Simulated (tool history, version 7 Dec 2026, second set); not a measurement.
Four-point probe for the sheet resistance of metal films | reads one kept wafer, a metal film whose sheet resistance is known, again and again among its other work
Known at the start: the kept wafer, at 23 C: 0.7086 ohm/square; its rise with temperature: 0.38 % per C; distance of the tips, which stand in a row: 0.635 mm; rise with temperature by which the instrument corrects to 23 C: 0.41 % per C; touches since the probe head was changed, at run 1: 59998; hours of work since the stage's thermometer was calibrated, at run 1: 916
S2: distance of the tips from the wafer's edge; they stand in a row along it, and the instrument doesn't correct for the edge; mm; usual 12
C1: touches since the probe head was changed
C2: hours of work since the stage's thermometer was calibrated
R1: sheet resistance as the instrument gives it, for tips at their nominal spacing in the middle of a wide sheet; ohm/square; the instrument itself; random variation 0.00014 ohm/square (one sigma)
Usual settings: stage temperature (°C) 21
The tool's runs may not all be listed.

run 1 day=0.000 | stage_temperature_(°C)=21 S2=12 | C1=59998 C2=916 | R1=0.710939
run 2 day=2.950 | stage_temperature_(°C)=27 S2=12 | C1=61424 C2=951 | R1=0.709760
run 3 day=6.483 | stage_temperature_(°C)=27 S2=12 | C1=63132 C2=992 | R1=0.709638
run 4 day=10.475 | stage_temperature_(°C)=27 S2=12 | C1=65063 C2=1039 | R1=0.709679
run 5 day=13.108 | stage_temperature_(°C)=27 S2=12 | C1=66334 C2=1069 | R1=0.709920
run 6 day=17.421 | stage_temperature_(°C)=27 S2=12 | C1=68420 C2=1120 | R1=0.709563
run 7 day=19.267 | stage_temperature_(°C)=20 S2=12 | C1=69311 C2=1141 | R1=0.711252
run 8 day=22.258 | stage_temperature_(°C)=21 S2=12 | C1=70758 C2=1176 | R1=0.711096
run 9 day=26.233 | stage_temperature_(°C)=21 S2=12 | C1=72680 C2=1223 | R1=0.711239
run 10 day=28.625 | stage_temperature_(°C)=21 S2=12 | C1=73836 C2=1250 | R1=0.711170
run 11 day=31.883 | stage_temperature_(°C)=21 S2=12 | C1=75411 C2=1288 | R1=0.711108
run 12 day=35.358 | stage_temperature_(°C)=21 S2=12 | C1=77091 C2=1329 | R1=0.711281
run 13 day=37.667 | stage_temperature_(°C)=21 S2=12 | C1=78207 C2=1356 | R1=0.711349
run 14 day=39.888 | stage_temperature_(°C)=21 S2=12 | C1=79281 C2=1382 | R1=0.711597
run 15 day=43.446 | stage_temperature_(°C)=21 S2=12 | C1=81001 C2=1423 | R1=0.711268
run 16 day=47.875 | stage_temperature_(°C)=21 S2=12 | C1=83143 C2=1475 | R1=0.711214
run 17 day=50.079 | stage_temperature_(°C)=21 S2=12 | C1=84209 C2=1501 | R1=0.711525
run 18 day=52.475 | stage_temperature_(°C)=21 S2=12 | C1=85367 C2=1529 | R1=0.711665
run 19 day=56.658 | stage_temperature_(°C)=23 S2=12 | C1=87389 C2=1578 | R1=0.711562
run 20 day=59.958 | stage_temperature_(°C)=23 S2=12 | C1=88984 C2=1616 | R1=0.711408
run 21 day=64.112 | stage_temperature_(°C)=23 S2=12 | C1=90992 C2=1665 | R1=0.711114
run 22 day=67.062 | stage_temperature_(°C)=23 S2=12 | C1=92417 C2=1699 | R1=0.711388
run 23 day=70.788 | stage_temperature_(°C)=23 S2=12 | C1=94219 C2=1742 | R1=0.711466
run 24 day=74.492 | stage_temperature_(°C)=31 S2=7 | C1=96009 C2=1786 | R1=0.711886
run 25 day=76.708 | stage_temperature_(°C)=31 S2=7 | C1=97080 C2=1811 | R1=0.712178
run 26 day=79.379 | stage_temperature_(°C)=19 S2=62 | C1=98373 C2=1843 | R1=0.711562
run 27 day=83.329 | stage_temperature_(°C)=29 S2=9 | C1=100282 C2=1889 | R1=0.711307
run 28 day=85.471 | stage_temperature_(°C)=29 S2=9 | C1=101317 C2=1914 | R1=0.711348
run 29 day=87.988 | stage_temperature_(°C)=29 S2=9 | C1=102534 C2=1943 | R1=0.711381
run 30 day=90.442 | stage_temperature_(°C)=27 S2=12 | C1=103720 C2=1972 | R1=0.710987
run 31 day=92.692 | stage_temperature_(°C)=18 S2=62 | C1=104808 C2=1998 | R1=0.711737
run 32 day=96.283 | stage_temperature_(°C)=32 S2=12 | C1=106544 C2=2040 | R1=0.710159
run 33 day=99.796 | stage_temperature_(°C)=32 S2=12 | C1=108242 C2=2081 | R1=0.710134
run 34 day=103.188 | stage_temperature_(°C)=22 S2=3 | C1=109882 C2=2120 | R1=0.727788

Run 35 comes next. What will it give?
run 35 day=107.496 | stage_temperature_(°C)=22 S2=3 | C1=111965 C2=2171 | R1=?

R1: 0.727984 ohm/square
Without the tool's hidden state the same run would have given R1 0.725544 ohm/square.

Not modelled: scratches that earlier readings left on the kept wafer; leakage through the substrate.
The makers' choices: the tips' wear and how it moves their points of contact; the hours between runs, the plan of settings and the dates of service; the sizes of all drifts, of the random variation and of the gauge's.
